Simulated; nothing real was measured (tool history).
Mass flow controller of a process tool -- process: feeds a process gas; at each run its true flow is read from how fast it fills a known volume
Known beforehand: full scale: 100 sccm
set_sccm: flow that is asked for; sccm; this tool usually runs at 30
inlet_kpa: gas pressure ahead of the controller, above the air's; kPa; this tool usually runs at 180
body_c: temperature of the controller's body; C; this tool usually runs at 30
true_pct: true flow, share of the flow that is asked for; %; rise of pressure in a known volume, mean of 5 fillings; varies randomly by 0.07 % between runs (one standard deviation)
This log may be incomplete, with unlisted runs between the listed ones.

run,hour,set_sccm,inlet_kpa,body_c,true_pct
1,0,30,180,30,100.39
2,145.4,30,180,30,100.43
3,310.9,30,180,30,100.41
4,444.8,30,243,30,100.2
5,545.4,30,220,30,100.17
6,702.9,30,195,30,100.39
7,893.2,30,195,30,100.57
8,1074.5,30,195,30,100.51
9,1253.6,30,195,30,100.57
10,1345.7,30,195,30,100.58
11,1449.1,30,216,30,100.38
12,1621.8,27,231,26,100.46
13,1705.1,27,231,26,100.46
14,1794.5,27,231,26,100.37
15,1930.5,27,231,26,100.48
16,2019.8,27,140,24,100.76
17,2115.7,20,267,38,102.01
18,2250.3,11,267,26,103.45
19,2367.4,11,267,26,103.55
20,2474.3,11,267,26,103.62
21,2584.3,30,217,20,100.12
22,2711.7,36,199,28,100.58

Consider 5 possible next runs. They are alternatives, not a sequence: every one starts from the tool as it was left by run 22. What does each give?
A,2861.6,75,180,33,?
B,2861.6,30,180,38,?
C,2861.6,23,178,30,?
D,2861.6,30,142,30,?
E,2861.6,35,180,23,?

run,true_pct
A,100.76
B,101.49
C,101.43
D,101.06
E,100.32
Without the tool's unlogged condition, the same runs would have read:
run,true_pct
A,99.93
B,99.33
C,98.6
D,98.9
E,98.48
